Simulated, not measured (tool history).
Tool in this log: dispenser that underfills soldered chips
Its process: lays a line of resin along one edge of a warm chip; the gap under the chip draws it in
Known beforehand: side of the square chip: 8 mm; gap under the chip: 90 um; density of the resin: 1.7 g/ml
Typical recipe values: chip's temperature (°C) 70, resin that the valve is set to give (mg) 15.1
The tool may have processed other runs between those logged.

run    day  chip's temperature (°C)  resin that the valve is set to give (mg)  time until the resin shows at the far edge (s)  resin that the valve gave (mg)
  1      0                       70                                      15.1                                            37.4                           14.47
  2  0.392                       70                                      15.1                                            61.9                           14.28
     0.567  -- new syringe of resin
  3  0.633                       60                                      15.1                                            55.7                           14.32
  4  0.988                       60                                      15.1                                              86                           14.22
     1.262  -- new syringe of resin
  5  1.396                       60                                      15.1                                            60.2                           14.18
  6  1.721                       60                                      15.1                                            91.3                           14.01
     1.892  -- dispensing valve cleaned and set on the balance
     2.029  -- new syringe of resin
  7  2.158                       60                                      15.1                                            59.8                           15.02
  8  2.479                       60                                      15.1                                            88.8                           14.94
  9  2.692                       66                                      15.1                                            85.6                           14.96
     2.729  -- new syringe of resin
 10      3                       66                                      15.1                                            51.1                           14.88
 11  3.346                       70                                      15.1                                            65.1                           14.75
      3.45  -- new syringe of resin
 12  3.788                       61                                      15.1                                            70.4                           14.57
     4.179  -- new syringe of resin
 13  4.217                       61                                      15.1                                            49.9                           14.67
 14  4.462                       70                                      15.1                                              43                           14.53
 15  4.658                       75                                        16                                            43.1                           15.52
       4.9  -- new syringe of resin
 16  5.138                       69                                        17                                            42.8                           16.19
 17  5.362                       69                                        17                                            55.2                           16.21
     5.612  -- new syringe of resin
 18  5.671                       83                                      14.9                                            18.2                           14.22
 19  5.925                       83                                      14.9                                            24.9                           14.05
     6.329  -- new syringe of resin
 20  6.396                       70                                      16.7                                            31.9                           15.66
 21  6.775                       65                                      18.9                                            66.7                           17.58
       6.9  -- dispensing valve cleaned and set on the balance
     7.092  -- new syringe of resin
 22  7.267                       67                                      14.2                                            43.6                            14.1
 23   7.55                       59                                      16.3                                            88.2                           16.08
 24  7.767                       59                                      16.3                                           113.6                           16.06
       7.8  -- new syringe of resin
 25  8.146                       68                                      17.7                                            49.8                           17.29
 26  8.442                       68                                      17.7                                            71.6                           17.34
     8.529  -- new syringe of resin
 27  8.875                       61                                      16.9                                            69.2                            16.5

3 ways to go on from here, each from the tool as it stands after run 27. What would each give?
  A  9.075                       56                                      16.3                                               ?                               ?
  B  9.075                       67                                      15.1                                               ?                               ?
  C  9.075                       67                                      16.8                                               ?                               ?

run  time until the resin shows at the far edge (s)  resin that the valve gave (mg)
  A                                           115.7                           15.85
  B                                            67.9                           14.56
  C                                            65.1                           16.31
What these runs would have given with no unlogged condition in the tool:
run  time until the resin shows at the far edge (s)  resin that the valve gave (mg)
  A                                              68                           16.39
  B                                            39.4                           15.05
  C                                            37.8                           16.86

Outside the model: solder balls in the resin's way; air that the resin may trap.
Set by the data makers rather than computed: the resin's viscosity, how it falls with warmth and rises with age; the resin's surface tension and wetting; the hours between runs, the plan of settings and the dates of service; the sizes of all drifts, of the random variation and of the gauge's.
